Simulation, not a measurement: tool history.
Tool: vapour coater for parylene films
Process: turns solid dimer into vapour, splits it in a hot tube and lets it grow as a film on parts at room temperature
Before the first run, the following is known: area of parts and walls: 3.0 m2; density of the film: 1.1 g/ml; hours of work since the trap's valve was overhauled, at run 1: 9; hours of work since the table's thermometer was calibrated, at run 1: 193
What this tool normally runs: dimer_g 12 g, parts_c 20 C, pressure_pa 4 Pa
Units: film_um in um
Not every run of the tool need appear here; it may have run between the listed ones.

run	day	dimer_g	parts_c	pressure_pa	hours of work since the trap's valve was overhauled	hours of work since the table's thermometer was calibrated	film_um
1	0	12	20	4	9	193	1.97
2	1.471	12	20	4	27	212	1.94
3	2.362	12	20	4	39	223	1.93
4	3.329	12	20	4	51	236	1.91
5	4.079	12	20	2.18	61	245	2.06
6	5.446	12	20	2.18	78	263	2.12
7	6.6	12	20	2.18	93	277	2.09
8	7.762	12	20	2.18	107	292	2.07
9	8.938	12	20	4.15	122	307	1.87
10	9.925	12	30	3.08	135	320	1.44
11	11.175	12	16	10.34	151	335	1.87
12	11.942	22	18	2.93	161	345	3.8
13	13.471	7	14	8.41	180	365	1.18
14	14.75	7	14	8.41	196	381	1.19
15	15.688	5	14	5.75	208	393	0.88
16	16.496	17	15	6.04	219	403	2.89
17	18.108	17	15	6.04	239	424	2.86
18	19.658	12	20	2	259	444	2.1

Consider 5 possible next runs. They are alternatives, not a sequence: every one starts from the tool as it was left by run 18. What does each give?
A	21.058	9	17	2	277	461	?
B	21.058	10	30	4	277	461	?
C	21.058	12	13	8.9	277	461	?
D	21.058	12	20	5.19	277	461	?
E	21.058	7	30	4	277	461	?

run	film_um
A	1.67
B	1.15
C	1.99
D	1.8
E	0.79
Without the tool's hidden state the same runs would have given:
run	film_um
A	1.78
B	1.23
C	2.13
D	1.93
E	0.85
